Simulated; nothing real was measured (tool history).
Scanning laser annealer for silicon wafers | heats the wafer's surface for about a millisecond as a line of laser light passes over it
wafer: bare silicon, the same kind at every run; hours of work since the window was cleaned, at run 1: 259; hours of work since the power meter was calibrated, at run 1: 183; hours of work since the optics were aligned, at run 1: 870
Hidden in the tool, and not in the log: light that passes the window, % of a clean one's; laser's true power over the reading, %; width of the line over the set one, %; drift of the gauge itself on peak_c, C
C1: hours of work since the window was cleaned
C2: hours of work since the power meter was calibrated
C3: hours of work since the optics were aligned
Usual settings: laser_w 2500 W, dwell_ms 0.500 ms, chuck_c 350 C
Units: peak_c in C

Run 1, hour 0.0: usual settings; C1 259; C2 183; C3 870. Result: peak_c 1100 C.
Run 2, hour 8.9: usual settings but dwell_ms 0.398 ms; C1 263; C2 187; C3 874. Result: peak_c 1017 C.
Run 3, hour 13.3: usual settings but dwell_ms 0.398 ms, chuck_c 377 C; C1 265; C2 189; C3 876. Result: peak_c 1046 C.
Run 4, hour 23.0: usual settings but dwell_ms 0.398 ms, chuck_c 377 C; C1 270; C2 194; C3 881. Result: peak_c 1044 C.
Run 5, hour 28.1: usual settings; C1 272; C2 196; C3 883. Result: peak_c 1100 C.
Run 6, hour 32.8: usual settings; C1 274; C2 199; C3 885. Result: peak_c 1099 C.
Run 7, hour 37.0: usual settings; C1 276; C2 201; C3 887. Result: peak_c 1099 C.
Run 8, hour 45.1: usual settings; C1 280; C2 204; C3 891. Result: peak_c 1102 C.
Run 9, hour 54.2: usual settings but dwell_ms 0.385 ms; C1 284; C2 209; C3 895. Result: peak_c 1006 C.
Run 10, hour 61.0: usual settings but laser_w 2187 W, dwell_ms 0.385 ms; C1 287; C2 212; C3 898. Result: peak_c 909 C.
Run 11, hour 65.8: usual settings but laser_w 2187 W, dwell_ms 0.385 ms, chuck_c 390 C; C1 290; C2 214; C3 901. Result: peak_c 953 C.
Run 12, hour 70.3: usual settings but laser_w 2187 W, dwell_ms 0.385 ms, chuck_c 320 C; C1 292; C2 216; C3 903. Result: peak_c 879 C.
Run 13, hour 76.7: usual settings but laser_w 2187 W, dwell_ms 0.385 ms, chuck_c 320 C; C1 295; C2 219; C3 906. Result: peak_c 879 C.
Run 14, hour 83.7: usual settings but laser_w 2187 W, dwell_ms 0.385 ms, chuck_c 320 C; C1 298; C2 222; C3 909. Result: peak_c 877 C.
Run 15, hour 91.2: usual settings but laser_w 2187 W, dwell_ms 0.385 ms, chuck_c 320 C; C1 302; C2 226; C3 913. Result: peak_c 879 C.
Run 16, hour 98.7: usual settings but laser_w 2187 W, dwell_ms 0.385 ms, chuck_c 320 C; C1 305; C2 229; C3 916. Result: peak_c 881 C.
Run 17, hour 104.2: usual settings but chuck_c 328 C; C1 308; C2 232; C3 919. Result: peak_c 1076 C.
Run 18, hour 113.8: usual settings but chuck_c 328 C; C1 312; C2 237; C3 923. Result: peak_c 1077 C.
Run 19, hour 120.7: usual settings but chuck_c 328 C; C1 315; C2 240; C3 926. Result: peak_c 1076 C.
Run 20, hour 129.7: usual settings; C1 320; C2 244; C3 931. Result: peak_c 1099 C.
Run 21, hour 134.6: usual settings but laser_w 2195 W, chuck_c 340 C; C1 322; C2 246; C3 933. Result: peak_c 983 C.
Run 22, hour 143.8: usual settings but laser_w 2350 W; C1 326; C2 251; C3 937. Result: peak_c 1042 C.
Run 23, hour 151.3: usual settings but laser_w 2349 W, dwell_ms 0.449 ms, chuck_c 387 C; C1 330; C2 254; C3 941. Result: peak_c 1043 C.
Run 24, hour 156.3: usual settings but dwell_ms 0.385 ms, chuck_c 373 C; C1 332; C2 256; C3 943. Result: peak_c 1025 C.
Run 25, hour 164.9: usual settings but laser_w 2576 W, dwell_ms 0.437 ms, chuck_c 377 C; C1 336; C2 260; C3 947. Result: peak_c 1099 C.
Run 26, hour 169.7: usual settings but laser_w 2576 W, dwell_ms 0.367 ms, chuck_c 330 C; C1 338; C2 263; C3 949. Result: peak_c 987 C.
Run 27, hour 174.3: usual settings but dwell_ms 0.544 ms, chuck_c 377 C; C1 341; C2 265; C3 952. Result: peak_c 1156 C.
Run 28, hour 179.5: usual settings but dwell_ms 0.535 ms, chuck_c 377 C; C1 343; C2 267; C3 954. Result: peak_c 1148 C.
Run 29, hour 186.9: usual settings but dwell_ms 0.535 ms, chuck_c 377 C; C1 346; C2 271; C3 958. Result: peak_c 1152 C.
Run 30, hour 193.0: usual settings but laser_w 2692 W, dwell_ms 0.481 ms, chuck_c 336 C; C1 349; C2 274; C3 960. Result: peak_c 1136 C.
Run 31, hour 201.2: usual settings but laser_w 2307 W, dwell_ms 0.527 ms, chuck_c 368 C; C1 353; C2 278; C3 964. Result: peak_c 1065 C.
Run 32, hour 208.1: usual settings but laser_w 2159 W, dwell_ms 0.451 ms, chuck_c 334 C; C1 356; C2 281; C3 967. Result: peak_c 931 C.
Run 33, hour 213.9: usual settings but laser_w 2159 W, dwell_ms 0.451 ms, chuck_c 334 C; C1 359; C2 283; C3 970. Result: peak_c 931 C.
Run 34, hour 221.1: usual settings but laser_w 2332 W, dwell_ms 0.544 ms, chuck_c 376 C; C1 362; C2 287; C3 974. Result: peak_c 1091 C.
Run 35, hour 226.4: usual settings but laser_w 2543 W, dwell_ms 0.422 ms, chuck_c 375 C; C1 365; C2 289; C3 976. Result: peak_c 1075 C.
Run 36, hour 231.5: usual settings but laser_w 2718 W, dwell_ms 0.374 ms; C1 367; C2 292; C3 978. Result: peak_c 1060 C.
Run 37, hour 239.5: usual settings but laser_w 2718 W, dwell_ms 0.374 ms; C1 371; C2 295; C3 982. Result: peak_c 1059 C.
Run 38, hour 244.4: usual settings but laser_w 2151 W, dwell_ms 0.403 ms, chuck_c 377 C; C1 373; C2 298; C3 984. Result: peak_c 935 C.
Run 39, hour 251.9: usual settings but chuck_c 365 C; C1 377; C2 301; C3 988. Result: peak_c 1111 C.
Run 40, hour 261.7: usual settings but dwell_ms 0.509 ms, chuck_c 374 C; C1 382; C2 306; C3 993. Result: peak_c 1123 C.

Measured less the same run without the tool's hidden state. The same run-to-run variation is in both; the gauge's scatter may not be:
run  peak_c
  1     -15
  2     -14
  3     -14
  4     -14
  5     -16
  6     -16
  7     -16
  8     -16
  9     -14
 10     -13
 11     -12
 12     -13
 13     -12
 14     -13
 15     -12
 16     -12
 17     -17
 18     -16
 19     -17
 20     -17
 21     -15
 22     -16
 23     -16
 24     -15
 25     -17
 26     -16
 27     -19
 28     -18
 29     -18
 30     -19
 31     -17
 32     -14
 33     -14
 34     -18
 35     -17
 36     -17
 37     -18
 38     -14
 39     -18
 40     -19
